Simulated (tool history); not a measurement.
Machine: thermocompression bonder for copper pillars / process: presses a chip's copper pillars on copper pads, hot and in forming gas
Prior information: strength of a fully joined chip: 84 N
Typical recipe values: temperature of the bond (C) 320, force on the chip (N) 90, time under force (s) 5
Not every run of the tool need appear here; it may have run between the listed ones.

run,hour,temperature of the bond (C),force on the chip (N),time under force (s),force that shears a chip off (N)
1,0,320,90,5,34.3
2,6.9,320,80,5,30.6
3,12.1,320,76,5,29.4
4,20.3,320,76,5,28.8
5,27.7,324,90,5,36.6
6,37,324,90,5,36.8
7,45,324,90,5,36.2
8,50,324,90,5,36.7
9,56.6,324,90,12,49.3
10,63.6,324,90,11,47.6
11,72.1,324,90,11,47.4
12,79,324,90,11,47.6
13,88.3,318,114,7,48.7
14,95.3,318,114,7,47.9
15,104,318,75,7,32.6
16,112.5,309,133,5,46.2
17,118.4,316,82,3,24.3
18,128.2,312,119,4,39.4
19,134.5,301,77,14,34
20,139.2,350,90,5,47.9
21,147.6,348,112,5,56.8
22,155.1,306,61,10,24.8
23,161.6,306,61,10,25.3
24,166.9,308,57,10,24.3

Results for each run, recomputed without the tool's hidden state and with each run's random variation untouched:
Unlogged tool condition in this case: true temperature of the bond over the reading, C; force that reaches the chip, % of what is set; oxide that the forming gas leaves, % of the face; drift of the gauge itself on shear_n, %.
run,force that shears a chip off (N)
1,33.9
2,30.1
3,29
4,28.3
5,36.1
6,36.3
7,35.7
8,36.2
9,48.8
10,47.1
11,46.9
12,47.2
13,48.2
14,47.4
15,32
16,45.6
17,23.8
18,38.7
19,33.2
20,47.5
21,56.6
22,24.1
23,24.7
24,23.7
